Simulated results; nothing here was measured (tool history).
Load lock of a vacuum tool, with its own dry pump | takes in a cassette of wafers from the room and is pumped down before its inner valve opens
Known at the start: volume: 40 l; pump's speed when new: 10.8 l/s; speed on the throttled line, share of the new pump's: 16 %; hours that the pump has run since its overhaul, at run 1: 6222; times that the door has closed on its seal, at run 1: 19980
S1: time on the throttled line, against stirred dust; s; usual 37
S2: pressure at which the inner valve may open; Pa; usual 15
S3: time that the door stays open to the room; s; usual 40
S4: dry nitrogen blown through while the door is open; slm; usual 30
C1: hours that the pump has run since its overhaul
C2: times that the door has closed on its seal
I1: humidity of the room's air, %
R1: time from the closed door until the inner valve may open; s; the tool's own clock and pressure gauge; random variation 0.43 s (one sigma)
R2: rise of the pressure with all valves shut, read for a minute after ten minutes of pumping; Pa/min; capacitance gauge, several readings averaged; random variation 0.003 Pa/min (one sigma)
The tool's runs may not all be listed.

run 1 day=0.000 | S1=37 S2=15 S3=40 S4=30 | C1=6222 C2=19980 | I1=46.4 | R1=66.1 R2=0.134
run 2 day=3.000 | S1=37 S2=15 S3=40 S4=30 | C1=6294 C2=20229 | I1=45.9 | R1=67.1 R2=0.139
run 3 day=8.929 | S1=37 S2=15 S3=40 S4=30 | C1=6436 C2=20721 | I1=43.2 | R1=66.5 R2=0.139
run 4 day=12.683 | S1=37 S2=15 S3=40 S4=30 | C1=6526 C2=21033 | I1=43.8 | R1=66.3 R2=0.148
run 5 day=17.596 | S1=37 S2=15 S3=40 S4=30 | C1=6644 C2=21440 | I1=47.2 | R1=66.4 R2=0.148
run 6 day=23.388 | S1=21 S2=15 S3=40 S4=30 | C1=6783 C2=21921 | I1=43.7 | R1=53.4 R2=0.153
run 7 day=26.304 | S1=21 S2=15 S3=40 S4=30 | C1=6853 C2=22163 | I1=41.1 | R1=53.2 R2=0.152
run 8 day=29.708 | S1=21 S2=15 S3=40 S4=30 | C1=6935 C2=22446 | I1=46.0 | R1=53.8 R2=0.155
run 9 day=34.308 | S1=21 S2=15 S3=40 S4=30 | C1=7045 C2=22828 | I1=45.1 | R1=53.6 R2=0.159
run 10 day=38.804 | S1=37 S2=16 S3=40 S4=30 | C1=7153 C2=23201 | I1=44.6 | R1=66.8 R2=0.161
run 11 day=43.996 | S1=37 S2=15 S3=40 S4=30 | C1=7278 C2=23632 | I1=45.9 | R1=66.4 R2=0.171
run 12 day=47.917 | S1=37 S2=15 S3=40 S4=25 | C1=7372 C2=23957 | I1=47.7 | R1=66.7 R2=0.169
run 13 day=51.933 | S1=37 S2=15 S3=40 S4=25 | C1=7468 C2=24291 | I1=47.0 | R1=66.5 R2=0.175
run 14 day=58.675 | S1=37 S2=15 S3=40 S4=25 | C1=7630 C2=24850 | I1=47.0 | R1=66.5 R2=0.183
run 15 day=62.746 | S1=37 S2=15 S3=40 S4=25 | C1=7728 C2=25188 | I1=46.0 | R1=66.5 R2=0.186
run 16 day=66.733 | S1=37 S2=15 S3=40 S4=30 | C1=7824 C2=25519 | I1=43.2 | R1=67.4 R2=0.189
run 17 day=71.158 | S1=37 S2=15 S3=40 S4=30 | C1=7930 C2=25887 | I1=43.3 | R1=66.6 R2=0.188
run 18 day=76.100 | S1=37 S2=15 S3=40 S4=30 | C1=8048 C2=26297 | I1=45.9 | R1=66.8 R2=0.192
run 19 day=82.554 | S1=37 S2=15 S3=40 S4=30 | C1=8203 C2=26832 | I1=44.6 | R1=66.3 R2=0.202
run 20 day=87.112 | S1=37 S2=10 S3=50 S4=12 | C1=8313 C2=27211 | I1=47.2 | R1=69.4 R2=0.219
run 21 day=91.679 | S1=19 S2=10 S3=50 S4=33 | C1=8422 C2=27590 | I1=40.3 | R1=53.9 R2=0.211
run 22 day=98.133 | S1=19 S2=10 S3=50 S4=33 | C1=8577 C2=28126 | I1=48.6 | R1=54.3 R2=0.215

Run 23 comes next. What will it give?
run 23 day=104.429 | S1=27 S2=15 S3=40 S4=30 | C1=8728 C2=28648 | I1=45.6 | R1=? R2=?

Run 23 gave R1 58.1 s, R2 0.214 Pa/min.
Without the tool's hidden state the same run would have given R1 54.5 s, R2 0.020 Pa/min.
